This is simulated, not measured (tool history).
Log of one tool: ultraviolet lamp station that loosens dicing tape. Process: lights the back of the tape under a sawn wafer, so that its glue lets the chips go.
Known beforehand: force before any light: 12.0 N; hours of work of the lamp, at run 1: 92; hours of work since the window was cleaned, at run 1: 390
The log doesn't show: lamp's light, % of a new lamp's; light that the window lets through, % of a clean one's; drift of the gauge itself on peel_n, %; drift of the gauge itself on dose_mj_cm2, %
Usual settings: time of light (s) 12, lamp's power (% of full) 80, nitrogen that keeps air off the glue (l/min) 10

run,day,time of light (s),lamp's power (% of full),nitrogen that keeps air off the glue (l/min),hours of work of the lamp,hours of work since the window was cleaned,force that peels the tape off (N),light that reached the tape (mJ/cm2)
1,0.000,12,80,10,92,390,1.285,490
2,1.721,12,80,10,121,419,1.250,491
3,3.125,12,80,10,144,442,1.295,479
4,5.342,24,80,10,181,479,0.314,950
5,6.817,12,80,10,205,504,1.403,467
6,8.654,12,80,10,236,534,1.463,465
# day 10.142: window cleaned of glue's vapour
7,11.608,12,80,11,285,24,1.274,493
8,12.858,12,80,11,306,45,1.302,485
9,15.158,12,80,10,344,83,1.307,486
10,17.658,12,80,10,385,125,1.408,471
11,20.688,12,80,10,436,175,1.432,468
12,22.029,12,80,10,458,198,1.502,460
13,23.529,12,80,10,483,223,1.497,452
14,26.012,12,80,10,525,264,1.561,447
15,27.654,12,75,10,552,291,1.739,413
16,29.579,12,80,3,584,324,2.602,434
17,32.262,12,80,3,629,368,2.652,427
18,34.283,12,88,10,662,402,1.522,465
19,37.388,12,80,10,714,453,1.838,418
20,40.179,12,80,10,760,500,1.846,411
21,42.358,12,80,10,797,536,1.911,400
# day 43.767: window cleaned of glue's vapour
22,43.988,17,68,8,823,4,1.351,512
23,46.625,17,68,8,867,48,1.407,494
24,48.117,17,68,8,892,72,1.434,498
25,50.917,17,68,8,939,119,1.479,483
26,53.858,6,68,10,988,168,5.550,169
27,56.775,6,80,17,1036,217,4.419,192
28,59.042,22,80,3,1074,254,1.175,693
29,61.758,14,70,13,1119,299,1.916,382
30,64.371,14,70,13,1163,343,1.968,368
31,67.025,24,81,5,1207,387,0.808,726
32,68.404,24,81,5,1230,410,0.842,720
33,71.321,12,95,13,1278,459,1.660,411
34,73.288,8,80,5,1311,491,4.823,230
35,75.504,11,80,14,1348,528,2.639,308
# day 77.388: window cleaned of glue's vapour
36,77.562,7,88,19,1382,3,3.633,227
37,80.579,10,96,8,1432,53,2.687,345
38,83.442,12,69,18,1480,101,2.696,290
# day 85.608: lamp changed
39,86.421,15,64,3,14,150,1.924,516
40,89.412,11,63,10,63,199,2.246,368
41,91.488,21,76,6,98,234,0.525,836
42,93.833,21,76,6,137,273,0.533,822

Branching from run 42: 4 alternative next runs. What would each branch give?
A,95.692,15,76,5,168,304,?,?
B,95.692,8,100,4,168,304,?,?
C,95.692,22,80,6,168,304,?,?
D,95.692,22,93,6,168,304,?,?

run,force that peels the tape off (N),light that reached the tape (mJ/cm2)
A,1.282,584
B,2.653,405
C,0.454,887
D,0.332,1040
What these runs would have given with no unlogged condition in the tool:
run,force that peels the tape off (N),light that reached the tape (mJ/cm2)
A,1.057,640
B,2.302,445
C,0.374,973
D,0.284,1141

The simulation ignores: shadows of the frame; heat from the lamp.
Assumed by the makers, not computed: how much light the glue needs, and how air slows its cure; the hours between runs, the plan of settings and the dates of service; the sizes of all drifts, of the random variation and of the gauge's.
